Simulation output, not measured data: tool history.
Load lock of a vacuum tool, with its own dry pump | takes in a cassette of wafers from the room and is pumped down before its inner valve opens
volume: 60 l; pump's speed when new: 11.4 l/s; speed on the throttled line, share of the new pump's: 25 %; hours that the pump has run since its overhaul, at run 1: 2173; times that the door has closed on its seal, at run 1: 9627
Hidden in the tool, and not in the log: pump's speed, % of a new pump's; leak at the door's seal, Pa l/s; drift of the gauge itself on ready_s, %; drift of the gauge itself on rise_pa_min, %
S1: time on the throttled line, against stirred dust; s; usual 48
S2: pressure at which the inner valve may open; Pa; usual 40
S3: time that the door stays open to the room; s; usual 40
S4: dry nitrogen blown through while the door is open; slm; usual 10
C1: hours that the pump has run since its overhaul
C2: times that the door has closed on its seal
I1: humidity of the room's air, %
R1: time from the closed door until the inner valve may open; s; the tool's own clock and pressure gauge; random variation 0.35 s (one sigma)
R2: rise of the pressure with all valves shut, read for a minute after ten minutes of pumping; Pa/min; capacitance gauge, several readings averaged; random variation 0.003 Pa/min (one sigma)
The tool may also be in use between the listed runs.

run	hour	S1	S2	S3	S4	C1	C2	I1	R1	R2
1	0.0	48	40	40	10	2173	9627	43.4	77.6	0.074
2	50.7	48	40	40	10	2224	9819	44.5	77.7	0.070
3	139.8	48	40	40	10	2313	10157	44.2	77.5	0.077
4	217.4	48	40	40	10	2390	10451	44.6	77.8	0.080
5	287.7	48	40	40	10	2461	10717	44.2	78.3	0.077
6	369.2	48	40	40	10	2542	11026	48.3	77.5	0.083
7	452.7	48	40	40	10	2626	11343	45.4	78.0	0.086
8	509.0	48	40	40	10	2682	11556	44.8	78.1	0.082
9	590.3	48	60	40	10	2763	11864	44.1	75.7	0.085
10	654.1	48	40	40	8	2827	12106	46.8	77.6	0.090
11	713.1	48	40	40	8	2886	12329	45.3	78.0	0.090
12	772.1	48	40	40	10	2945	12553	48.8	77.5	0.087
13	852.1	48	40	40	10	3025	12856	43.2	77.9	0.089
14	897.7	48	40	40	10	3071	13029	48.3	78.5	0.089
15	975.0	48	40	40	10	3148	13321	47.8	78.0	0.095
16	1056.3	48	40	40	10	3229	13629	42.2	77.7	0.087
17	1127.7	48	40	40	10	3301	13900	40.4	77.6	0.093
18	1214.0	48	40	40	10	3387	14227	47.5	78.0	0.098
19	1275.7	48	40	40	10	3449	14461	44.0	78.2	0.089
20	1324.1	48	40	40	10	3497	14644	50.0	78.1	0.101
21	1415.1	38	37	60	10	3588	14989	46.8	71.4	0.113
22	1473.2	38	37	60	22	3646	15209	45.1	71.0	0.098
23	1531.9	38	37	60	22	3705	15431	43.7	70.9	0.097
24	1615.0	38	49	60	4	3788	15747	45.0	70.0	0.122
25	1706.6	48	40	42	17	3880	16093	44.3	78.3	0.100
26	1766.5	48	40	40	9	3939	16320	42.8	78.3	0.106
27	1807.0	48	40	40	9	3980	16474	40.6	78.3	0.102
28	1901.9	48	40	40	9	4075	16833	46.3	78.2	0.112
29	1968.5	48	40	40	9	4141	17086	41.8	78.9	0.112
30	2031.1	48	40	40	9	4204	17323	45.2	78.0	0.119
31	2081.7	27	51	58	28	4255	17515	41.8	61.4	0.105
32	2129.7	44	51	71	29	4303	17697	46.5	74.2	0.113
33	2219.1	55	40	40	10	4392	18035	43.9	83.0	0.117
34	2267.9	55	40	40	10	4441	18220	45.1	83.9	0.118
35	2338.9	55	40	40	21	4512	18489	44.9	83.7	0.111
36	2419.6	55	30	40	7	4593	18795	43.1	85.4	0.126
37	2485.5	55	30	40	7	4659	19045	45.6	85.1	0.128

Forecast each of these 3 alternatives for the next run:
A	2525.3	53	40	234	10	4698	19195	48.8	?	?
B	2525.3	48	40	185	10	4698	19195	43.6	?	?
C	2525.3	46	43	121	10	4698	19195	46.2	?	?

run	R1	R2
A	82.5	0.198
B	79.0	0.173
C	76.6	0.159
Without the tool's hidden state the same runs would have given:
run	R1	R2
A	81.4	0.119
B	77.8	0.093
C	75.4	0.081
